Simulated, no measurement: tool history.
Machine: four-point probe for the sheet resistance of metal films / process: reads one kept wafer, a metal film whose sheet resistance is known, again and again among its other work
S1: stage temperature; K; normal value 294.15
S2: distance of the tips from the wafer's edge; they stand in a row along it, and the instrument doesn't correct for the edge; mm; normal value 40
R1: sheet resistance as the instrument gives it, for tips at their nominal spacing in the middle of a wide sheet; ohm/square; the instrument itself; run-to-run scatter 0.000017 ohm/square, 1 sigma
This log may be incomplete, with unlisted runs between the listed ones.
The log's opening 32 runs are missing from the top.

{"run": 33, "day": 42.875, "S1": 300.15, "S2": 22, "R1": 0.086644}
{"run": 34, "day": 44.292, "S1": 305.15, "S2": 21, "R1": 0.086635}
{"run": 35, "day": 45.546, "S1": 294.15, "S2": 26, "R1": 0.086576}
{"run": 36, "day": 46.725, "S1": 301.15, "S2": 16, "R1": 0.086799}
{"run": 37, "day": 48.179, "S1": 306.15, "S2": 12, "R1": 0.087028}
{"run": 38, "day": 49.7, "S1": 304.15, "S2": 5, "R1": 0.089423}
{"run": 39, "day": 51.288, "S1": 293.15, "S2": 19, "R1": 0.086695}
{"run": 40, "day": 53.092, "S1": 293.15, "S2": 19, "R1": 0.086717}
{"run": 41, "day": 54.438, "S1": 302.15, "S2": 72, "R1": 0.086531}
{"run": 42, "day": 55.975, "S1": 301.15, "S2": 8, "R1": 0.087676}
{"run": 43, "day": 57.708, "S1": 298.15, "S2": 68, "R1": 0.086551}
{"run": 44, "day": 59.104, "S1": 303.15, "S2": 18, "R1": 0.086749}
{"run": 45, "day": 60.054, "S1": 306.15, "S2": 41, "R1": 0.08658}

Predict each of these 4 candidate next runs independently; none follows another, all start after run 45:
{"run": "A", "day": 61.029, "S1": 306.15, "S2": 23, "R1": "?"}
{"run": "B", "day": 61.029, "S1": 291.15, "S2": 17, "R1": "?"}
{"run": "C", "day": 61.029, "S1": 305.15, "S2": 40, "R1": "?"}
{"run": "D", "day": 61.029, "S1": 301.15, "S2": 40, "R1": "?"}

run=A R1=0.086692
run=B R1=0.086754
run=C R1=0.086596
run=D R1=0.086554
With no hidden state in the tool, these same runs would have given:
run=A R1=0.086672
run=B R1=0.086731
run=C R1=0.086576
run=D R1=0.086534
